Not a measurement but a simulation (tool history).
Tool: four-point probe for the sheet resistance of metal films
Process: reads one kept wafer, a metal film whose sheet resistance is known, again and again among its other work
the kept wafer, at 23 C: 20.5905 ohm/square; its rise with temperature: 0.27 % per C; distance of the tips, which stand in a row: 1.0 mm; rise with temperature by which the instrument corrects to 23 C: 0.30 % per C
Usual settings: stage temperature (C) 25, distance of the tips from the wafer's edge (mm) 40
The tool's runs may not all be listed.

run,day,stage temperature (C),distance of the tips from the wafer's edge (mm),sheet resistance as the instrument gives it (ohm/square)
1,0.000,25,40,20.274706
2,3.062,25,40,20.267200
# day 5.404: new probe head fitted
3,5.404,25,40,20.621779
4,8.146,25,40,20.612848
5,9.500,25,40,20.603441
6,12.096,25,17,20.632679
7,13.700,25,17,20.626240
8,16.171,32,40,20.537500
9,18.588,32,40,20.531148
10,20.800,25,40,20.577459
11,22.758,28,71,20.543200
12,25.992,21,37,20.586888
13,29.071,19,4,21.243305
14,31.588,23,44,20.546171
15,34.525,23,44,20.527872
16,35.925,18,16,20.601685
17,38.962,20,39,20.550531
18,42.012,28,19,20.501133
19,45.288,28,19,20.496064

Forecast each of these 3 alternatives for the next run:
A,48.038,27,14,?
B,48.038,25,4,?
C,48.038,25,16,?

run,sheet resistance as the instrument gives it (ohm/square)
A,20.508691
B,21.132551
C,20.518853
Without the tool's hidden state the same runs would have given:
run,sheet resistance as the instrument gives it (ohm/square)
A,20.616956
B,21.243900
C,20.627215
